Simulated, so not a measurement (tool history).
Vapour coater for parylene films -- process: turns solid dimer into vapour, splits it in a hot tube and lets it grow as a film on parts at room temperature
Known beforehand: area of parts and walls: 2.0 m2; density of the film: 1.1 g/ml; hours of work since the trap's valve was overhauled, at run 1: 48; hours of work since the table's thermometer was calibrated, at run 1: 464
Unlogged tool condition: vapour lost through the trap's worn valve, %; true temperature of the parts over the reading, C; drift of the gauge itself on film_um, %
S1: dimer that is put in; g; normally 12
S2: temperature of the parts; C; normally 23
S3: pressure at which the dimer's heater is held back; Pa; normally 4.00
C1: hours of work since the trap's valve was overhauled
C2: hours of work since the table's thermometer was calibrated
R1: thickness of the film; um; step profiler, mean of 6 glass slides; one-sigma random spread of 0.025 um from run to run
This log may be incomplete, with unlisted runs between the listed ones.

| run | day | S1 | S2 | S3 | C1 | C2 | R1 |
|---|---|---|---|---|---|---|---|
| 1 | 0.000 | 12 | 23 | 4.00 | 48 | 464 | 3.12 |
| 2 | 0.529 | 12 | 23 | 4.00 | 56 | 472 | 3.15 |
| 3 | 1.142 | 12 | 23 | 4.00 | 65 | 482 | 3.14 |
| 4 | 1.633 | 12 | 23 | 4.00 | 73 | 489 | 3.10 |
| 5 | 2.179 | 12 | 23 | 4.00 | 81 | 498 | 3.10 |
| 6 | 2.575 | 12 | 23 | 4.00 | 87 | 503 | 3.09 |
| 7 | 3.012 | 12 | 23 | 7.40 | 94 | 510 | 2.82 |
| 8 | 3.596 | 12 | 23 | 7.40 | 102 | 519 | 2.78 |
| 9 | 4.296 | 12 | 21 | 4.00 | 113 | 530 | 3.21 |
| 10 | 4.796 | 12 | 21 | 4.00 | 121 | 537 | 3.21 |
| 11 | 5.321 | 12 | 21 | 4.00 | 129 | 545 | 3.22 |
| 12 | 5.875 | 12 | 21 | 4.00 | 137 | 554 | 3.15 |
| 13 | 6.554 | 12 | 23 | 4.00 | 148 | 564 | 3.10 |
| 14 | 7.050 | 11 | 23 | 4.00 | 155 | 572 | 2.82 |
| 15 | 7.583 | 11 | 23 | 4.00 | 163 | 580 | 2.81 |
| 16 | 8.292 | 12 | 23 | 4.00 | 174 | 591 | 3.09 |
| 17 | 8.892 | 12 | 23 | 4.00 | 183 | 600 | 3.07 |
| 18 | 9.429 | 12 | 23 | 4.00 | 191 | 608 | 3.07 |
| 19 | 9.954 | 12 | 23 | 4.00 | 199 | 616 | 3.08 |
| 20 | 10.496 | 12 | 23 | 4.00 | 208 | 624 | 3.03 |
| 21 | 11.146 | 12 | 23 | 4.00 | 217 | 634 | 3.10 |
| 22 | 11.642 | 12 | 30 | 10.55 | 225 | 642 | 2.35 |
| 23 | 12.250 | 11 | 23 | 5.96 | 234 | 651 | 2.64 |
| 24 | 12.904 | 11 | 23 | 5.96 | 244 | 661 | 2.64 |
| 25 | 13.621 | 11 | 23 | 5.96 | 255 | 672 | 2.64 |
| 26 | 14.062 | 12 | 23 | 3.66 | 262 | 678 | 3.07 |
| 27 | 14.662 | 12 | 23 | 2.32 | 271 | 688 | 3.28 |
| 28 | 15.233 | 6 | 27 | 7.52 | 280 | 696 | 1.26 |
| 29 | 15.662 | 16 | 23 | 3.69 | 286 | 703 | 4.11 |
| 30 | 16.171 | 8 | 27 | 3.69 | 294 | 711 | 1.94 |
| 31 | 16.525 | 12 | 23 | 5.93 | 299 | 716 | 2.85 |
| 32 | 17.262 | 12 | 23 | 5.93 | 311 | 727 | 2.88 |
| 33 | 17.758 | 9 | 35 | 7.24 | 318 | 735 | 1.69 |
| 34 | 18.150 | 9 | 35 | 7.24 | 324 | 741 | 1.70 |
| 35 | 18.679 | 20 | 35 | 4.00 | 332 | 749 | 4.08 |

Each row is a separate what-if for the run after 35, all from the same tool condition, not one after another. Results?
| A | 19.292 | 12 | 23 | 6.05 | 342 | 758 | ? |
| B | 19.292 | 20 | 29 | 4.00 | 342 | 758 | ? |
| C | 19.292 | 12 | 25 | 9.39 | 342 | 758 | ? |

| run | R1 |
|---|---|
| A | 2.87 |
| B | 4.51 |
| C | 2.56 |
Had the tool no hidden state, the same runs would have come out as:
| run | R1 |
|---|---|
| A | 3.01 |
| B | 4.73 |
| C | 2.68 |
